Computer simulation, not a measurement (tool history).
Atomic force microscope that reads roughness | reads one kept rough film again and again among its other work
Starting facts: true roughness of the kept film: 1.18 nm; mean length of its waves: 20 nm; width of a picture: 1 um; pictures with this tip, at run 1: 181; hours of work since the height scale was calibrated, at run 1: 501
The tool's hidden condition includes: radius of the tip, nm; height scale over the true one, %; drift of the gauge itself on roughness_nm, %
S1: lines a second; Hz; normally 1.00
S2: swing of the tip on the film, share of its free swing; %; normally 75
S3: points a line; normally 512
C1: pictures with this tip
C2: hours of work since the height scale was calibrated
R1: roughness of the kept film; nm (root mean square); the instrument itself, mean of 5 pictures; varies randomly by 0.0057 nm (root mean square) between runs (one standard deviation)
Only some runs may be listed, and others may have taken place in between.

run	hour	S1	S2	S3	C1	C2	R1
1	0.0	1.00	75	512	181	501	0.824
2	14.5	1.00	75	512	197	511	0.817
# hour 34.8: new tip fitted
3	34.8	1.00	75	512	0	525	0.980
4	45.5	1.00	78	512	12	533	0.977
5	62.4	1.00	78	512	30	545	0.943
6	78.5	1.00	61	512	48	556	0.961
7	91.9	1.00	87	512	62	565	0.891
8	110.6	1.00	87	512	83	578	0.867
9	127.7	1.00	75	457	101	590	0.889
10	137.5	3.18	56	336	112	597	0.859
11	149.5	0.78	76	844	125	605	0.871
# hour 151.5: height scale calibrated on a step standard
12	165.4	0.78	76	844	141	10	0.853
13	184.0	1.52	84	512	161	23	0.774
14	198.2	1.52	84	512	177	33	0.757
15	213.7	1.52	84	512	193	43	0.750
16	229.3	1.00	58	560	210	54	0.811
# hour 237.2: new tip fitted
17	250.2	1.09	60	284	14	69	0.970

4 ways to go on from here, each from the tool as it stands after run 17. What would each give?
# hour 252.8: height scale calibrated on a step standard, once more
A	269.6	2.29	75	463	34	12	?
# hour 252.8: height scale calibrated on a step standard, once more
B	269.6	2.72	60	512	34	12	?
# hour 252.8: height scale calibrated on a step standard, once more
C	269.6	1.80	60	284	34	12	?
# hour 252.8: height scale calibrated on a step standard, once more
D	269.6	1.00	59	512	34	12	?

run	R1
A	0.903
B	0.948
C	0.950
D	0.982
Without the tool's unlogged condition, the same runs would have read:
run	R1
A	0.944
B	0.992
C	0.993
D	1.027

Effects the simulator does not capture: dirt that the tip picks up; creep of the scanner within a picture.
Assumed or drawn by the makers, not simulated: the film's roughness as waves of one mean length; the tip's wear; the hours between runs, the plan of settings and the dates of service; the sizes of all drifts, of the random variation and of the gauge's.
